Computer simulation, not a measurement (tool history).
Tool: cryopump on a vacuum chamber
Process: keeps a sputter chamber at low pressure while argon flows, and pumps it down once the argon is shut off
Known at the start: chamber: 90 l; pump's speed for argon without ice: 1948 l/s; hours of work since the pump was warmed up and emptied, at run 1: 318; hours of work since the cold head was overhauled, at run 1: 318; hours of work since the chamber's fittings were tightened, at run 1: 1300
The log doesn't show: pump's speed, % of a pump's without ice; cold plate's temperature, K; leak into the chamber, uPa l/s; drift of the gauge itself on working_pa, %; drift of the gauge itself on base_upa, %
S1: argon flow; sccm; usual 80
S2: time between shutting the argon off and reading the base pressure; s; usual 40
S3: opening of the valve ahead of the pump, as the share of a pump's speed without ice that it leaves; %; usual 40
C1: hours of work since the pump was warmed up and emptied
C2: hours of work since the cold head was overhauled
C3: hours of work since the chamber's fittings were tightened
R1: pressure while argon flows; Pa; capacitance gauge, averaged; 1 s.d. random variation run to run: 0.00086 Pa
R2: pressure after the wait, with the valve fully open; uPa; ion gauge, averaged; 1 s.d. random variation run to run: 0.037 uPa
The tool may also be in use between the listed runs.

run   hour   S1   S2  S3   C1   C2    C3      R1    R2
  1    0.0   80   40  40  318  318  1300  0.1818  3.17
  2   17.0   80   40  40  326  326  1308  0.1808  3.07
  3   39.1   80  136  40  335  335  1317  0.1819  1.88
  4   67.6   80  136  40  348  348  1330  0.1812  1.86
  5   93.7   80  136  40  359  359  1341  0.1821  1.92
  6  126.2   33  136  40  373  373  1355  0.0744  1.86
  7  163.5   80  248  40  389  389  1371  0.1822  1.66
  8  187.1   80   43  40  400  400  1381  0.1833  3.22
  9  215.9   80  145  40  412  412  1394  0.1835  1.95
 10  233.3   80  145  40  420  420  1402  0.1837  1.92
 11  251.9   80  145  40  428  428  1410  0.1838  1.92
 12  285.1   80  145  40  442  442  1424  0.1843  1.94
 13  312.0   80   40  40  454  454  1436  0.1842  3.39
 14  341.9   89   40  40  467  467  1449  0.2043  3.37
 15  371.3   89   40  40  480  480  1461  0.2071  3.35
 16  399.1   89   40  40  492  492  1474  0.2058  3.42
 17  423.1   89   40  40  502  502  1484  0.2072  3.42
 18  446.2   89   40  40  512  512  1494  0.2065  3.52
 19  471.3  129   40  38  523  523  1505  0.3146  3.44
 20  492.8   80   83  18  532  532  1514  0.3976  2.48
 21  521.3   89   39  40  545  545  1527  0.2071  3.61
 22  556.0   89   39  40  560  560  1542  0.2094  3.53
 23  585.8   80  225  48  573  573  1555  0.1585  1.93
 24  617.2   41  107  41  586  586  1568  0.0940  2.30
 25  652.5   41  107  41  602  602  1584  0.0952  2.36
 26  683.3   41  107  41  615  615  1597  0.0948  2.33
 27  700.8   41  107  41  623  623  1605  0.0953  2.41
 28  734.7  153   40  40  637  637  1619  0.3607  3.53
 29  757.8  103   40  15  647  647  1629  0.6176  3.62
 30  786.8   55   76  16  660  660  1642  0.3087  2.76
 31  814.1   97  259  16  672  672  1654  0.5530  2.01
 32  837.1   97   71  16  682  682  1664  0.5480  2.87
 33  869.2   97   71  16  696  696  1678  0.5462  2.85

4 ways to go on from here, each from the tool as it stands after run 33. What would each give?
  A  904.7  113   40  19  711  711  1693   ?   ?
  B  904.7   36   50  16  711  711  1693   ?   ?
  C  904.7  139  286  40  711  711  1693   ?   ?
  D  904.7   97   71  36  711  711  1693   ?   ?

run      R1    R2
  A  0.5456  3.68
  B  0.2032  3.29
  C  0.3339  2.08
  D  0.2539  2.85
Had the tool no hidden state, the same runs would have come out as:
run      R1    R2
  A  0.5198  2.05
  B  0.1950  1.66
  C  0.3022  0.43
  D  0.2320  1.22

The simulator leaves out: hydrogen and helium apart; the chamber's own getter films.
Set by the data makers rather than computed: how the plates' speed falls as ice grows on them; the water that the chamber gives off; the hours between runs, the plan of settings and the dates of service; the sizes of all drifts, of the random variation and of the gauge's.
